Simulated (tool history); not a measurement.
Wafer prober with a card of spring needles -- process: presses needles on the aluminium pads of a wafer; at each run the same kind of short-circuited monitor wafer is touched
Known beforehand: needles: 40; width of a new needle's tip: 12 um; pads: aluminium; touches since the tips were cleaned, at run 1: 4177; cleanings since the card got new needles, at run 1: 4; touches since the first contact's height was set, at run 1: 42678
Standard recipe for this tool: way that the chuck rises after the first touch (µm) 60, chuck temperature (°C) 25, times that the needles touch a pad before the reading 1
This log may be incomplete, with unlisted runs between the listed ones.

run   hour  way that the chuck rises after the first touch (µm)  chuck temperature (°C)  times that the needles touch a pad before the reading  touches since the tips were cleaned  cleanings since the card got new needles  touches since the first contact's height was set  resistance of one needle with its contact and lead (mohm)  way that a needle slides on the pad (µm)
  1      0                                                   60                      25                                                      1                                 4177                                         4                                             42678                                                        140                                      11.5
  2   14.4                                                   60                      25                                                      1                                 6913                                         4                                             45414                                                        147                                     11.59
      23.6  -- tips cleaned on abrasive film
  3     33                                                   60                      25                                                      1                                 1782                                         5                                             48940                                                        168                                     11.52
  4   53.6                                                   60                      25                                                      1                                 5712                                         5                                             52870                                                        167                                     11.39
      70.9  -- tips cleaned on abrasive film
  5   73.6                                                   42                      25                                                      1                                  517                                         6                                             56665                                                        139                                      8.07
  6   90.5                                                   60                      25                                                      1                                 3732                                         6                                             59880                                                        145                                     11.46
  7  109.2                                                   60                      25                                                      1                                 7295                                         6                                             63443                                                        150                                     11.51
     115.9  -- tips cleaned on abrasive film
  8  132.9                                                   60                      25                                                      1                                 3231                                         7                                             67935                                                        139                                     11.51
  9  151.6                                                   60                      25                                                      1                                 6795                                         7                                             71499                                                        150                                     11.43
     163.5  -- tips cleaned on abrasive film
 10  180.6                                                   60                      25                                                      3                                 3265                                         8                                             77007                                                        129                                     11.46
     199.8  -- tips cleaned on abrasive film, once more
 11  201.7                                                   60                      25                                                      1                                  347                                         9                                             80998                                                        126                                     11.42
 12  216.6                                                   60                      29                                                      1                                 3185                                         9                                             83836                                                        140                                     11.34
 13  242.6                                                   60                      29                                                      1                                 8145                                         9                                             88796                                                        153                                     11.56
     247.3  -- tips cleaned on abrasive film
 14  269.9                                                   60                      29                                                      1                                 4309                                        10                                             93988                                                        142                                     11.26
       293  -- tips cleaned on abrasive film
 15    293                                                   60                      29                                                      1                                    0                                        11                                             98362                                                        123                                     11.44
 16  325.4                                                   60                      37                                                      1                                 6163                                        11                                            104525                                                        146                                      11.4
     338.8  -- tips cleaned on abrasive film
 17    354                                                   60                      37                                                      1                                 2888                                        12                                            109954                                                        142                                     11.43
 18  370.4                                                   42                     113                                                      3                                 6012                                        12                                            113078                                                        160                                      7.94
     385.6  -- tips cleaned on abrasive film
 19    392                                                   55                      32                                                      2                                 1217                                        13                                            117179                                                        134                                     10.36
 20  415.3                                                   55                      32                                                      2                                 5662                                        13                                            121624                                                        144                                     10.42
     430.5  -- tips cleaned on abrasive film
 21    444                                                   60                      27                                                      2                                 2575                                        14                                            127067                                                        131                                     11.36
 22  458.9                                                   60                      27                                                      2                                 5421                                        14                                            129913                                                        138                                     11.34
     476.3  -- tips cleaned on abrasive film
 23  488.6                                                   60                      27                                                      2                                 2351                                        15                                            135556                                                        132                                     11.36
 24    512                                                   60                      27                                                      2                                 6793                                        15                                            139998                                                        140                                     11.25
     522.2  -- tips cleaned on abrasive film
 25  531.7                                                   60                      27                                                      2                                 1801                                        16                                            143728                                                        129                                     11.37
 26  549.6                                                   77                      92                                                      2                                 5225                                        16                                            147152                                                        139                                     14.58
     567.4  -- tips cleaned on abrasive film
 27  573.8                                                   73                      52                                                      2                                 1213                                        17                                            151739                                                        126                                     13.85
 28  596.5                                                   58                      42                                                      1                                 5529                                        17                                            156055                                                        151                                     10.86
     613.4  -- tips cleaned on abrasive film
 29  625.9                                                   63                      25                                                      1                                 2382                                        18                                            161637                                                        134                                     11.81
     659.4  -- tips cleaned on abrasive film
 30  659.8                                                   70                      32                                                      2                                   72                                        19                                            168087                                                        122                                     13.28
 31  681.5                                                   47                      63                                                      2                                 4209                                        19                                            172224                                                        154                                      8.75
     706.3  -- tips cleaned on abrasive film
 32  709.3                                                   47                      79                                                      1                                  583                                        20                                            177503                                                        143                                      8.71
 33  732.2                                                   68                      37                                                      1                                 4932                                        20                                            181852                                                        145                                     12.73
     752.9  -- tips cleaned on abrasive film
 34  757.6                                                   45                      58                                                      3                                  888                                        21                                            186669                                                        136                                      8.34

Hidden condition of the tool, last listed run before each entry between runs versus first listed run after:
After run 2, before run 3: tips cleaned on abrasive film (hour 23.6)
  debris on the tips, nm: 64.3 -> 111.1; way that the needles fall short of the set height, um: 0.39 -> 0.49; tips' diameter, um: 12.13 -> 12.16
  difference, measured minus the result without the unlogged condition, resistance of one needle with its contact and lead (mohm): +27 -> +48; way that a needle slides on the pad (µm): -0.07 -> -0.09
After run 4, before run 5: tips cleaned on abrasive film (hour 70.9)
  debris on the tips, nm: 102.6 -> 15; way that the needles fall short of the set height, um: 0.49 -> 0.59; tips' diameter, um: 12.16 -> 12.2
  difference, measured minus the result without the unlogged condition, resistance of one needle with its contact and lead (mohm): +45 -> +12; way that a needle slides on the pad (µm): -0.1 -> -0.11
After run 7, before run 8: tips cleaned on abrasive film (hour 115.9)
  debris on the tips, nm: 69.5 -> 43; way that the needles fall short of the set height, um: 0.59 -> 0.69; tips' diameter, um: 12.2 -> 12.23
  difference, measured minus the result without the unlogged condition, resistance of one needle with its contact and lead (mohm): +31 -> +20; way that a needle slides on the pad (µm): -0.11 -> -0.14
After run 9, before run 10: tips cleaned on abrasive film (hour 163.5)
  debris on the tips, nm: 64.3 -> 46; way that the needles fall short of the set height, um: 0.69 -> 0.8; tips' diameter, um: 12.23 -> 12.27
  difference, measured minus the result without the unlogged condition, resistance of one needle with its contact and lead (mohm): +29 -> +8; way that a needle slides on the pad (µm): -0.14 -> -0.16
After run 10, before run 11: tips cleaned on abrasive film, once more (hour 199.8)
  debris on the tips, nm: 46 -> 10.3; way that the needles fall short of the set height, um: 0.8 -> 0.9; tips' diameter, um: 12.27 -> 12.31
  difference, measured minus the result without the unlogged condition, resistance of one needle with its contact and lead (mohm): +8 -> +5; way that a needle slides on the pad (µm): -0.16 -> -0.17
After run 13, before run 14: tips cleaned on abrasive film (hour 247.3)
  debris on the tips, nm: 69.8 -> 50.3; way that the needles fall short of the set height, um: 0.9 -> 1.01; tips' diameter, um: 12.31 -> 12.35
  difference, measured minus the result without the unlogged condition, resistance of one needle with its contact and lead (mohm): +32 -> +23; way that a needle slides on the pad (µm): -0.17 -> -0.2
After run 14, before run 15: tips cleaned on abrasive film (hour 293)
  debris on the tips, nm: 50.3 -> 6.5; way that the needles fall short of the set height, um: 1.01 -> 1.14; tips' diameter, um: 12.35 -> 12.39
  difference, measured minus the result without the unlogged condition, resistance of one needle with its contact and lead (mohm): +23 -> +3; way that a needle slides on the pad (µm): -0.2 -> -0.22
After run 16, before run 17: tips cleaned on abrasive film (hour 338.8)
  debris on the tips, nm: 63 -> 39.9; way that the needles fall short of the set height, um: 1.14 -> 1.21; tips' diameter, um: 12.39 -> 12.41
  difference, measured minus the result without the unlogged condition, resistance of one needle with its contact and lead (mohm): +28 -> +19; way that a needle slides on the pad (µm): -0.22 -> -0.24
After run 18, before run 19: tips cleaned on abrasive film (hour 385.6)
  debris on the tips, nm: 62.3 -> 22.6; way that the needles fall short of the set height, um: 1.21 -> 1.28; tips' diameter, um: 12.41 -> 12.44
  difference, measured minus the result without the unlogged condition, resistance of one needle with its contact and lead (mohm): +18 -> +8; way that a needle slides on the pad (µm): -0.23 -> -0.25
After run 20, before run 21: tips cleaned on abrasive film (hour 430.5)
  debris on the tips, nm: 60.8 -> 35.6; way that the needles fall short of the set height, um: 1.28 -> 1.4; tips' diameter, um: 12.44 -> 12.48
  difference, measured minus the result without the unlogged condition, resistance of one needle with its contact and lead (mohm): +20 -> +10; way that a needle slides on the pad (µm): -0.25 -> -0.27
After run 22, before run 23: tips cleaned on abrasive film (hour 476.3)
  debris on the tips, nm: 58.5 -> 34; way that the needles fall short of the set height, um: 1.4 -> 1.48; tips' diameter, um: 12.48 -> 12.51
  difference, measured minus the result without the unlogged condition, resistance of one needle with its contact and lead (mohm): +17 -> +10; way that a needle slides on the pad (µm): -0.27 -> -0.29
After run 24, before run 25: tips cleaned on abrasive film (hour 522.2)
  debris on the tips, nm: 65.1 -> 30.8; way that the needles fall short of the set height, um: 1.48 -> 1.59; tips' diameter, um: 12.51 -> 12.55
  difference, measured minus the result without the unlogged condition, resistance of one needle with its contact and lead (mohm): +19 -> +9; way that a needle slides on the pad (µm): -0.29 -> -0.31
After run 26, before run 27: tips cleaned on abrasive film (hour 567.4)
  debris on the tips, nm: 55.9 -> 21; way that the needles fall short of the set height, um: 1.59 -> 1.7; tips' diameter, um: 12.55 -> 12.59
  difference, measured minus the result without the unlogged condition, resistance of one needle with its contact and lead (mohm): +10 -> +5; way that a needle slides on the pad (µm): -0.31 -> -0.33
After run 28, before run 29: tips cleaned on abrasive film (hour 613.4)
  debris on the tips, nm: 59.9 -> 34.1; way that the needles fall short of the set height, um: 1.7 -> 1.79; tips' diameter, um: 12.59 -> 12.62
  difference, measured minus the result without the unlogged condition, resistance of one needle with its contact and lead (mohm): +30 -> +16; way that a needle slides on the pad (µm): -0.33 -> -0.34
After run 29, before run 30: tips cleaned on abrasive film (hour 659.4)
  debris on the tips, nm: 34.1 -> 6.4; way that the needles fall short of the set height, um: 1.79 -> 1.86; tips' diameter, um: 12.62 -> 12.64
  difference, measured minus the result without the unlogged condition, resistance of one needle with its contact and lead (mohm): +16 -> +2; way that a needle slides on the pad (µm): -0.34 -> -0.36
After run 31, before run 32: tips cleaned on abrasive film (hour 706.3)
  debris on the tips, nm: 49.9 -> 15.4; way that the needles fall short of the set height, um: 1.86 -> 1.95; tips' diameter, um: 12.64 -> 12.67
  difference, measured minus the result without the unlogged condition, resistance of one needle with its contact and lead (mohm): +23 -> +13; way that a needle slides on the pad (µm): -0.36 -> -0.37
After run 33, before run 34: tips cleaned on abrasive film (hour 752.9)
  debris on the tips, nm: 53.1 -> 19.2; way that the needles fall short of the set height, um: 1.95 -> 2.04; tips' diameter, um: 12.67 -> 12.71
  difference, measured minus the result without the unlogged condition, resistance of one needle with its contact and lead (mohm): +22 -> +7; way that a needle slides on the pad (µm): -0.38 -> -0.4

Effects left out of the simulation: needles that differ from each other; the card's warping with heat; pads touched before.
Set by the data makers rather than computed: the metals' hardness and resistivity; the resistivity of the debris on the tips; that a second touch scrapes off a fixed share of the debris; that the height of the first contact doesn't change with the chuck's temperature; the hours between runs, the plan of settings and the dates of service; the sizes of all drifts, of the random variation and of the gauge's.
